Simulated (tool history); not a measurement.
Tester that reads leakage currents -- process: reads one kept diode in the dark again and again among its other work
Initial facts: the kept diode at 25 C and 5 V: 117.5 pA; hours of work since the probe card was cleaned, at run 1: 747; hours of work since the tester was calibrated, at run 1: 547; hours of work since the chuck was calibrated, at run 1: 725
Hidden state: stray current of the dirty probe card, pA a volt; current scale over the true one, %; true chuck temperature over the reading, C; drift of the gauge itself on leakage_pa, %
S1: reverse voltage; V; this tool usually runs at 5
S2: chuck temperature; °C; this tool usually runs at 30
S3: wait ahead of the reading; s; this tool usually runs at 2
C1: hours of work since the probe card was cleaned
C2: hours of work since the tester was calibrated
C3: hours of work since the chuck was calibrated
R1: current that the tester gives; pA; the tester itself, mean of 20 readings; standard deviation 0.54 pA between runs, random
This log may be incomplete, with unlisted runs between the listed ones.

| run | day | S1 | S2 | S3 | C1 | C2 | C3 | R1 |
|---|---|---|---|---|---|---|---|---|
| 1 | 0 | 5 | 30 | 2 | 747 | 547 | 725 | 183.65 |
| 2 | 0.979 | 7.84 | 30 | 2 | 760 | 560 | 738 | 241.84 |
| 3 | 2.633 | 7.84 | 30 | 2 | 781 | 581 | 759 | 242.58 |
| 4 | 4.371 | 7.84 | 52 | 2 | 803 | 603 | 781 | 1254.54 |
| 5 | 5.225 | 7.84 | 52 | 2 | 814 | 614 | 792 | 1257.8 |
| 6 | 6.792 | 7.84 | 52 | 2 | 834 | 634 | 812 | 1258.25 |
| 7 | 8.15 | 18.54 | 30 | 2 | 851 | 651 | 829 | 409.17 |
| 8 | 9.096 | 5 | 30 | 2 | 863 | 663 | 841 | 186.08 |
| 9 | 9.958 | 5 | 30 | 4.18 | 874 | 674 | 852 | 185.13 |
| 10 | 11.2 | 5 | 30 | 4.18 | 890 | 690 | 868 | 185.98 |
| 11 | 13.058 | 5 | 30 | 0.67 | 914 | 714 | 892 | 187.27 |
| 12 | 13.962 | 8.8 | 30 | 2 | 925 | 725 | 903 | 262.02 |
| 13 | 14.808 | 8.8 | 30 | 2 | 936 | 736 | 914 | 261.91 |
| 14 | 15.958 | 5 | 30 | 2 | 951 | 751 | 929 | 185.22 |
| 15 | 16.854 | 5 | 35 | 2 | 962 | 762 | 940 | 273.88 |
| 16 | 18.104 | 5 | 35 | 2 | 978 | 778 | 956 | 274.37 |
| 17 | 20 | 4.45 | 35 | 2 | 1002 | 802 | 980 | 256.1 |
| 18 | 21.721 | 5 | 30 | 0.58 | 1024 | 824 | 1002 | 187.56 |
| 19 | 22.75 | 5 | 30 | 0.58 | 1037 | 837 | 1016 | 187.99 |
|  | 23 | probe card cleaned and baked |
| 20 | 23.762 | 5 | 30 | 0.58 | 10 | 849 | 1027 | 190.27 |
| 21 | 25.638 | 14.92 | 39 | 7.1 | 34 | 873 | 1051 | 724.95 |
|  | 26.129 | probe card cleaned and baked, once more |
| 22 | 26.608 | 11.02 | 57 | 2 | 6 | 883 | 1062 | 2156.27 |
| 23 | 27.683 | 2.04 | 30 | 1.66 | 20 | 897 | 1075 | 105.69 |
| 24 | 28.988 | 2.04 | 44 | 9.44 | 36 | 914 | 1092 | 317.27 |
| 25 | 29.867 | 2.04 | 44 | 9.44 | 48 | 925 | 1103 | 314.85 |
| 26 | 31.062 | 5 | 30 | 2 | 63 | 940 | 1118 | 178.93 |
| 27 | 32.071 | 8.35 | 30 | 2 | 76 | 953 | 1131 | 243.09 |
| 28 | 33.483 | 8.35 | 53 | 2 | 94 | 971 | 1149 | 1393.02 |
| 29 | 34.754 | 13.87 | 53 | 0.39 | 110 | 987 | 1165 | 1881.85 |
| 30 | 35.858 | 2.72 | 30 | 2 | 124 | 1001 | 1180 | 126.2 |
| 31 | 36.75 | 6.28 | 36 | 2 | 135 | 1013 | 1191 | 332.61 |
| 32 | 38.646 | 6.28 | 36 | 2 | 160 | 1037 | 1215 | 333.88 |
| 33 | 39.533 | 16.51 | 29 | 0.37 | 171 | 1048 | 1226 | 343.27 |
| 34 | 40.575 | 2.12 | 25 | 0.75 | 184 | 1062 | 1240 | 72.53 |
| 35 | 41.375 | 11.44 | 30 | 2 | 194 | 1072 | 1250 | 295.53 |
| 36 | 42.383 | 1.03 | 30 | 0.8 | 207 | 1085 | 1263 | 71.3 |
| 37 | 43.812 | 2.15 | 23 | 1.32 | 226 | 1103 | 1281 | 62 |
| 38 | 45.192 | 2.15 | 23 | 1.32 | 243 | 1120 | 1299 | 62.05 |
| 39 | 46.25 | 9.87 | 23 | 3.52 | 257 | 1134 | 1312 | 152.44 |

4 ways to go on from here, each from the tool as it stands after run 39. What would each give?
| A | 47.383 | 18.51 | 40 | 3.16 | 271 | 1148 | 1327 | ? |
| B | 47.383 | 9.87 | 24 | 0.65 | 271 | 1148 | 1327 | ? |
| C | 47.383 | 5.79 | 23 | 5.22 | 271 | 1148 | 1327 | ? |
| D | 47.383 | 2.6 | 43 | 3.52 | 271 | 1148 | 1327 | ? |

| run | R1 |
|---|---|
| A | 861.63 |
| B | 167.87 |
| C | 111.58 |
| D | 338.12 |
With the hidden condition removed and each run's random variation left untouched, the same runs would have given:
| run | R1 |
|---|---|
| A | 849.87 |
| B | 162.97 |
| C | 108.55 |
| D | 335.35 |

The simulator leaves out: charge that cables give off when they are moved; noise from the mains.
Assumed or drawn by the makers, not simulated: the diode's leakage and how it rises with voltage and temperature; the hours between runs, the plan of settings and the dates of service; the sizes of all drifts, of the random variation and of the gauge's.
